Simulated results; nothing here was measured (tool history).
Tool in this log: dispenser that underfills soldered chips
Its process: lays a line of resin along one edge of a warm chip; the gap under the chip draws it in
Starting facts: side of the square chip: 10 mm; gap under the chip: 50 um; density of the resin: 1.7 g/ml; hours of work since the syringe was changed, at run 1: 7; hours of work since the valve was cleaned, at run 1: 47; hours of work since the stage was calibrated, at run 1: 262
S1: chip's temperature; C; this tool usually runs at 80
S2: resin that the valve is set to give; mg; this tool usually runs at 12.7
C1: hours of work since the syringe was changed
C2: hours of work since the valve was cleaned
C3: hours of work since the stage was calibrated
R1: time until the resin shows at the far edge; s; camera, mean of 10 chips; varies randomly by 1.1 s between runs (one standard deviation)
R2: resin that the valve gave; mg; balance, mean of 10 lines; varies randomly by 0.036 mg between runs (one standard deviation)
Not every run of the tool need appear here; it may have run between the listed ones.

run   hour  S1    S2  C1  C2   C3     R1     R2
  1    0.0  80  12.7   7  47  262  139.2  12.47
       1.9  -- new syringe of resin
  2    9.9  80  12.7   6  54  269  135.4  12.45
      12.8  -- new syringe of resin
  3   19.8  80  12.7   5  61  276  126.5  12.41
      23.4  -- new syringe of resin
  4   26.9  69  12.7   3  66  281  200.3  12.42
  5   31.0  69  13.3   6  69  284  220.7  12.95
      34.1  -- new syringe of resin
  6   39.6  69  11.0   4  75  290  222.5  10.69
      45.0  -- new syringe of resin
  7   49.0  80  12.9   3  82  297  119.9  12.55
  8   53.5  80  12.9   6  85  300  135.4  12.45
      55.6  -- new syringe of resin
  9   58.9  80  12.9   2  89  304  114.0  12.48
      64.5  -- dispensing valve cleaned and set on the balance
      67.4  -- new syringe of resin
 10   68.8  80  12.7   1   3  311  112.5  12.59
 11   74.7  80  12.7   5   7  315  131.3  12.66
      78.4  -- new syringe of resin
 12   83.6  66  12.7   4  14  322  243.1  12.61
      89.1  -- new syringe of resin
 13   92.8  91  12.7   3  20  328   72.3  12.62
      99.8  -- new syringe of resin
 14  103.1  91  12.7   2  28  336   71.5  12.55
     111.0  -- new syringe of resin
 15  111.5  91  12.7   0  34  342   63.7  12.61
 16  117.7  80  16.2   5  38  346  123.7  15.97
     121.5  -- new syringe of resin
 17  124.4  80  16.2   2  43  351  112.4  15.98
     132.3  -- new syringe of resin
 18  133.9  91  16.2   1  50  358   65.4  15.90
 19  140.2  76  10.9   6  55  363  167.0  10.69
     142.8  -- new syringe of resin
 20  146.2  72  12.0   3  59  367  172.9  11.73
 21  151.0  80  14.0   6  63  370  134.2  13.68
     153.5  -- new syringe of resin
 22  155.8  80  14.0   2  66  374  111.8  13.60
     164.0  -- new syringe of resin
 23  165.7  81  14.7   1  73  381  106.4  14.28
     174.6  -- new syringe of resin
 24  176.0  94  11.8   1  81  388   60.6  11.46
 25  184.2  75  11.1   7  87  394  182.5  10.79
     185.2  -- new syringe of resin
     193.4  -- dispensing valve cleaned and set on the balance
 26  194.8  75  11.1   6   1  401  172.9  11.11
     197.0  -- new syringe of resin
 27  200.1  75  11.1   2   5  405  150.4  10.99
     207.7  -- new syringe of resin
 28  207.7  72  12.6   0  10  411  152.0  12.50
 29  216.7  70  12.1   7  17  417  221.7  11.98
     218.6  -- new syringe of resin
 30  224.5  70  12.1   4  23  423  202.3  11.99
     229.5  -- new syringe of resin
 31  231.6  76  12.2   2  28  428  134.9  12.08
 32  238.4  67  15.9   7  33  433  247.3  15.65
     240.4  -- new syringe of resin
 33  246.3  95  12.7   4  38  439   63.3  12.56
     251.0  -- new syringe of resin
 34  252.0  67  11.1   1  42  443  206.7  10.84

4 ways to go on from here, each from the tool as it stands after run 34. What would each give?
  A  256.3  74  14.6   4  45  446   ?   ?
  B  256.3  70  15.9   4  45  446   ?   ?
  C  256.3  93  11.9   4  45  446   ?   ?
  D  256.3  82  10.9   4  45  446   ?   ?

run     R1     R2
  A  156.7  14.38
  B  190.5  15.66
  C   68.2  11.64
  D  114.4  10.71
The same runs, with their run-to-run variation unchanged, on a tool lacking any hidden condition would have given:
run     R1     R2
  A  141.9  14.61
  B  172.8  15.91
  C   61.4  11.82
  D  103.0  10.88
